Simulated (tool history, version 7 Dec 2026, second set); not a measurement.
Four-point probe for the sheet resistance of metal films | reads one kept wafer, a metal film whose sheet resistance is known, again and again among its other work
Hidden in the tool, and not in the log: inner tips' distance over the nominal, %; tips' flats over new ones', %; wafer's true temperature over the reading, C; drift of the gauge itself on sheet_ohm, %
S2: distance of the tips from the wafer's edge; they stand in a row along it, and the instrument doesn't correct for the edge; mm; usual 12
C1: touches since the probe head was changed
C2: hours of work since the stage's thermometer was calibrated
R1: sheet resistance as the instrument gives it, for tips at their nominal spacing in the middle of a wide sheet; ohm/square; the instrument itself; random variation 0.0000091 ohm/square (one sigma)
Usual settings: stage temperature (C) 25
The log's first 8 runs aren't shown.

Run 9, hour 137.0: usual settings; C1 8360; C2 1242. Result: R1 0.045321 ohm/square.
Run 10, hour 148.4: usual settings but S2 4 mm; C1 8831; C2 1248. Result: R1 0.045864 ohm/square.
Run 11, hour 166.8: usual settings but S2 4 mm; C1 9596; C2 1258. Result: R1 0.045859 ohm/square.
Run 12, hour 181.5: usual settings but S2 4 mm; C1 10203; C2 1267. Result: R1 0.045844 ohm/square.
Run 13, hour 200.8: usual settings but S2 4 mm; C1 11004; C2 1277. Result: R1 0.045859 ohm/square.
Run 14, hour 224.2: usual settings; C1 11975; C2 1291. Result: R1 0.045309 ohm/square.
Run 15, hour 235.4: usual settings; C1 12439; C2 1297. Result: R1 0.045319 ohm/square.
Run 16, hour 245.0: usual settings; C1 12839; C2 1302. Result: R1 0.045305 ohm/square.
Run 17, hour 258.0: usual settings but stage temperature (C) 31, S2 3 mm; C1 13377; C2 1310. Result: R1 0.046452 ohm/square.
Run 18, hour 272.7: usual settings but stage temperature (C) 31, S2 3 mm; C1 13988; C2 1318. Result: R1 0.046435 ohm/square.
Run 19, hour 290.4: usual settings but stage temperature (C) 21, S2 11 mm; C1 14721; C2 1328. Result: R1 0.045213 ohm/square.
Run 20, hour 313.9: usual settings but S2 29 mm; C1 15697; C2 1341. Result: R1 0.045236 ohm/square.
Run 21, hour 335.8: usual settings but stage temperature (C) 24, S2 9 mm; C1 16605; C2 1353. Result: R1 0.045309 ohm/square.
Run 22, hour 359.7: usual settings but stage temperature (C) 24, S2 57 mm; C1 17599; C2 1367. Result: R1 0.045196 ohm/square.
Run 23, hour 381.3: usual settings but stage temperature (C) 23, S2 17 mm; C1 18495; C2 1379. Result: R1 0.045228 ohm/square.
Run 24, hour 394.4: usual settings but stage temperature (C) 21, S2 13 mm; C1 19039; C2 1386. Result: R1 0.045174 ohm/square.
Run 25, hour 406.0: usual settings but stage temperature (C) 20, S2 40 mm; C1 19520; C2 1393. Result: R1 0.045112 ohm/square.
Run 26, hour 428.1: usual settings but stage temperature (C) 32; C1 20435; C2 1405. Result: R1 0.045475 ohm/square.
Run 27, hour 444.4: usual settings but stage temperature (C) 18; C1 21112; C2 1414. Result: R1 0.045105 ohm/square.
Run 28, hour 458.8: usual settings but stage temperature (C) 18; C1 21710; C2 1422. Result: R1 0.045121 ohm/square.
Run 29, hour 470.7: usual settings but stage temperature (C) 34, S2 15 mm; C1 22201; C2 1429. Result: R1 0.045471 ohm/square.
Run 30, hour 486.8: usual settings but stage temperature (C) 34, S2 15 mm; C1 22872; C2 1438. Result: R1 0.045474 ohm/square.
Run 31, hour 496.6: usual settings but stage temperature (C) 19, S2 24 mm; C1 23275; C2 1444. Result: R1 0.045079 ohm/square.

3 ways to go on from here, each from the tool as it stands after run 31. What would each give?
Run A, hour 520.0: usual settings but stage temperature (C) 24; C1 24247; C2 1457. Result: R1 ?.
Run B, hour 520.0: usual settings but stage temperature (C) 19, S2 28 mm; C1 24247; C2 1457. Result: R1 ?.
Run C, hour 520.0: usual settings but stage temperature (C) 29, S2 57 mm; C1 24247; C2 1457. Result: R1 ?.

run        R1
  A  0.045240
  B  0.045088
  C  0.045309
Without the tool's hidden state the same runs would have given:
run        R1
  A  0.045476
  B  0.045324
  C  0.045545

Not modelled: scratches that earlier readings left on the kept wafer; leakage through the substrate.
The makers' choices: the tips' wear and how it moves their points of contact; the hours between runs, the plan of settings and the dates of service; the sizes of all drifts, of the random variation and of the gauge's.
